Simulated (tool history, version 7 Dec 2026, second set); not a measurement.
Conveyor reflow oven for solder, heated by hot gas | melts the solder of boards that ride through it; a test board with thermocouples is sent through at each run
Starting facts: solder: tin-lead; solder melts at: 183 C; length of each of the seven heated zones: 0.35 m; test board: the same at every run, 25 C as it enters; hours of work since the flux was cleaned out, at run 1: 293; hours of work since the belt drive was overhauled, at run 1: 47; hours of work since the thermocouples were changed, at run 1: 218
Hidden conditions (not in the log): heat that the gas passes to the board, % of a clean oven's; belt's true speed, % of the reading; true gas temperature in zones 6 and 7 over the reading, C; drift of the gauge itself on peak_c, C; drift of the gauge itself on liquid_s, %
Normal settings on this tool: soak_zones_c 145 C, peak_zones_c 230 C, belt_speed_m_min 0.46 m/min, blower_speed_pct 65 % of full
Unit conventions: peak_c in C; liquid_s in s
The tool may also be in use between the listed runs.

run   hour  soak_zones_c  peak_zones_c  belt_speed_m_min  blower_speed_pct  hours of work since the flux was cleaned out  hours of work since the belt drive was overhauled  hours of work since the thermocouples were changed  peak_c  liquid_s
  1      0           145           230              0.46                65                                           293                                                 47                                                 218   212.5      66.2
  2   26.4           145           230             0.438                65                                           312                                                 67                                                 237   213.9      71.5
  3   52.6           145           230             0.438                65                                           331                                                 86                                                 256   214.3      71.5
  4   73.2           153           230              0.46                65                                           346                                                101                                                 271   214.4      72.2
      90.3  -- flux residue cleaned out of gas plates and filters
  5    106           145           241              0.46                65                                            11                                                121                                                 292   221.6      74.5
  6  128.4           145           241              0.46                65                                            28                                                137                                                 308   221.5      74.9
  7  150.9           145           230              0.46                65                                            44                                                154                                                 325   212.3      66.3
  8  177.9           145           226              0.46                65                                            64                                                174                                                 344   209.1      61.7
  9  205.3           145           226              0.46                65                                            84                                                194                                                 364   209.1      62.3
     224.1  -- flux residue cleaned out of gas plates and filters, once more
 10  228.7           145           226              0.46                79                                             3                                                207                                                 378   213.7      69.3
 11  242.5           145           218              0.46                65                                            13                                                217                                                 388   204.6      56.8
 12  254.8           145           218              0.46                65                                            22                                                226                                                 397   204.5      57.3
 13  274.4           145           229              0.46                65                                            37                                                240                                                 411     214      68.7
 14  301.6           145           229             0.431                65                                            57                                                260                                                 431   215.5      75.7
 15    318           145           224             0.431                82                                            69                                                272                                                 443   214.2      75.6

The next listed run, before its measurement:
 16  330.5           157           226             0.455                50                                            78                                                281                                                 452       ?         ?

{"run 16": {"peak_c": 210.6, "liquid_s": 71.3}}
Without the tool's hidden state the same run would have given peak_c 209.6 C, liquid_s 69.7 s.

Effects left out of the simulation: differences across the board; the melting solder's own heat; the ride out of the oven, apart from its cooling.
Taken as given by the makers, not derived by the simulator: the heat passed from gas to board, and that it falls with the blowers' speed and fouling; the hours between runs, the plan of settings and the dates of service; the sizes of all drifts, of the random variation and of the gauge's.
